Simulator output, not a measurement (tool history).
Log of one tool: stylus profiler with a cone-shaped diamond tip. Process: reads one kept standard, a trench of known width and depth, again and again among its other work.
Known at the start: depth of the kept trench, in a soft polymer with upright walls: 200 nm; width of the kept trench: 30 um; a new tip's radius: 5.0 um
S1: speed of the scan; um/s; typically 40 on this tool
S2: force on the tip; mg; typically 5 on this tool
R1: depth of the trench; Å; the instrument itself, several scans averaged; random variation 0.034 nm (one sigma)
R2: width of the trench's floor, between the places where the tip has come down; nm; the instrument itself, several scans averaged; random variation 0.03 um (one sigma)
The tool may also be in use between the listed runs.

| run | day | S1 | S2 | R1 | R2 |
|---|---|---|---|---|---|
| 1 | 0 | 40 | 5 | 2041.9 | 27040 |
| 2 | 1.146 | 40 | 5 | 2041.5 | 27050 |
| 3 | 3.146 | 40 | 5 | 2041.4 | 27030 |
| 4 | 5.283 | 40 | 5 | 2041.5 | 27070 |
| 5 | 6.788 | 40 | 5 | 2041.7 | 27020 |
| 6 | 9.083 | 40 | 5 | 2041.4 | 27040 |
| 7 | 11.138 | 40 | 5 | 2041.2 | 27040 |

Run 8 comes next. What will it give?
| 8 | 12.529 | 74 | 5.04 | ? | ? |

Run 8 gave R1 2041.9 Å, R2 26920 nm.
Were there no unlogged condition in the tool, this run, its random variation unchanged, would have produced R1 2041.8 Å, R2 26930 nm.

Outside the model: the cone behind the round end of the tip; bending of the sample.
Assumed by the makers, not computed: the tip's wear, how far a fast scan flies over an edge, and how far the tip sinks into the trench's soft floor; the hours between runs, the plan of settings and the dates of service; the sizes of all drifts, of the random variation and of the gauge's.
